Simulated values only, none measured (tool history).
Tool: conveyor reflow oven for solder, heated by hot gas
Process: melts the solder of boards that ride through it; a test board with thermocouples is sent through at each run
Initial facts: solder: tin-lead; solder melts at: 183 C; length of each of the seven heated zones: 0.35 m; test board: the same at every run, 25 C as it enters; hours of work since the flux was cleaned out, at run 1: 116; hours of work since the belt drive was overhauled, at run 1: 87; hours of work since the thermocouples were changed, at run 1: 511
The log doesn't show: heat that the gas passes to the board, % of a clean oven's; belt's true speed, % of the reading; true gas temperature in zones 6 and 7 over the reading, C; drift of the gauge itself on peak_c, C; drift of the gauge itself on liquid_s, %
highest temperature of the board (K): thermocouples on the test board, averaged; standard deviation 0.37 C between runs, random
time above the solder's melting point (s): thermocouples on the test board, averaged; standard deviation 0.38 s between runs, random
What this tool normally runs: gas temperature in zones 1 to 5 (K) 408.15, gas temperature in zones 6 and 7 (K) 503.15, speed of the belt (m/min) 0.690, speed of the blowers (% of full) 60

run   hour  gas temperature in zones 1 to 5 (K)  gas temperature in zones 6 and 7 (K)  speed of the belt (m/min)  speed of the blowers (% of full)  hours of work since the flux was cleaned out  hours of work since the belt drive was overhauled  hours of work since the thermocouples were changed  highest temperature of the board (K)  time above the solder's melting point (s)
  1    0.0                               408.15                                503.15                      0.690                                60                                           116                                                 87                                                 511                                480.65                                       36.6
  2   25.9                               408.15                                503.15                      0.690                                60                                           133                                                105                                                 529                                480.45                                       36.3
  3   36.7                               408.15                                503.15                      0.690                                60                                           141                                                112                                                 536                                480.25                                       36.7
  4   53.9                               397.15                                503.15                      0.690                                60                                           153                                                124                                                 548                                477.25                                       30.4
  5   67.2                               397.15                                503.15                      0.690                                60                                           162                                                133                                                 557                                478.15                                       29.9
  6   83.8                               408.15                                503.15                      0.690                                60                                           173                                                144                                                 569                                479.15                                       35.8
  7  101.7                               408.15                                503.15                      0.690                                60                                           186                                                157                                                 581                                480.15                                       35.2
  8  112.8                               408.15                                503.15                      0.690                                60                                           193                                                164                                                 589                                480.45                                       35.5
  9  134.4                               408.15                                503.15                      0.690                                60                                           208                                                179                                                 603                                479.85                                       35.7
 10  154.6                               408.15                                503.15                      0.690                                60                                           222                                                193                                                 617                                479.05                                       35.7
 11  165.2                               408.15                                496.15                      0.690                                60                                           229                                                201                                                 625                                473.75                                       29.7
 12  179.3                               408.15                                496.15                      0.690                                60                                           239                                                210                                                 634                                473.55                                       29.3
 13  194.4                               408.15                                496.15                      0.690                                60                                           250                                                221                                                 645                                473.45                                       29.8
 14  207.6                               408.15                                496.15                      0.690                                60                                           259                                                230                                                 654                                472.85                                       29.3
 15  224.0                               408.15                                496.15                      0.690                                60                                           270                                                241                                                 665                                473.75                                       29.1
 16  246.6                               422.15                                500.15                      0.590                                74                                           286                                                257                                                 681                                486.15                                       55.4
 17  261.1                               401.15                                511.15                      0.628                                60                                           296                                                267                                                 691                                487.35                                       44.2
 18  286.5                               414.15                                511.15                      0.725                                63                                           313                                                284                                                 708                                485.15                                       40.0
 19  300.1                               414.15                                511.15                      0.787                                63                                           322                                                294                                                 718                                482.05                                       32.8
 20  314.0                               414.15                                511.15                      0.787                                63                                           332                                                303                                                 727                                481.25                                       33.0
     320.2  -- belt drive overhauled, speed set with a stopwatch
 21  337.6                               408.15                                514.15                      0.805                                59                                           346                                                 12                                                 741                                479.75                                       29.0
 22  348.5                               418.15                                513.15                      0.787                                85                                           353                                                 20                                                 748                                488.75                                       40.0
 23  368.5                               418.15                                513.15                      0.774                                62                                           367                                                 33                                                 762                                483.95                                       37.6
 24  381.7                               418.15                                513.15                      0.774                                62                                           376                                                 42                                                 771                                484.25                                       37.3
 25  401.8                               418.15                                516.15                      0.682                                73                                           390                                                 56                                                 785                                494.65                                       49.5
 26  427.3                               394.15                                512.15                      0.690                                69                                           407                                                 74                                                 803                                483.25                                       35.7
     451.2  -- flux residue cleaned out of gas plates and filters
 27  454.6                               394.15                                512.15                      0.690                                69                                             2                                                 89                                                 818                                487.05                                       39.3
     460.2  -- belt drive overhauled, speed set with a stopwatch, once more
 28  472.7                               411.15                                492.15                      0.729                                69                                            12                                                  9                                                 828                                473.15                                       28.6
 29  495.8                               411.15                                492.15                      0.809                                85                                            28                                                 25                                                 844                                472.35                                       25.4

Some steps in highest temperature of the board (K) between neighbouring runs. How much of each would the tool show without its hidden state too (settings, what came in, random variation), and how much is left for the hidden state, with any gauge scatter that isn't in both results?
Run 15 -> 16: gas temperature in zones 1 to 5 (K) 408.15 -> 422.15, gas temperature in zones 6 and 7 (K) 496.15 -> 500.15, speed of the belt (m/min) 0.690 -> 0.590, speed of the blowers (% of full) 60 -> 74. highest temperature of the board (K) +12.40: hidden state +0.40, all else +12.00.
Run 16 -> 17: gas temperature in zones 1 to 5 (K) 422.15 -> 401.15, gas temperature in zones 6 and 7 (K) 500.15 -> 511.15, speed of the belt (m/min) 0.590 -> 0.628, speed of the blowers (% of full) 74 -> 60. highest temperature of the board (K) +1.20: hidden state -0.90, all else +2.10.
Run 26 -> 27: flux residue cleaned out of gas plates and filters. highest temperature of the board (K) +3.80: hidden state +4.50, all else -0.70.
Run 27 -> 28: gas temperature in zones 1 to 5 (K) 394.15 -> 411.15, gas temperature in zones 6 and 7 (K) 512.15 -> 492.15, speed of the belt (m/min) 0.690 -> 0.729, belt drive overhauled, speed set with a stopwatch, once more. highest temperature of the board (K) -13.90: hidden state -0.20, all else -13.70.
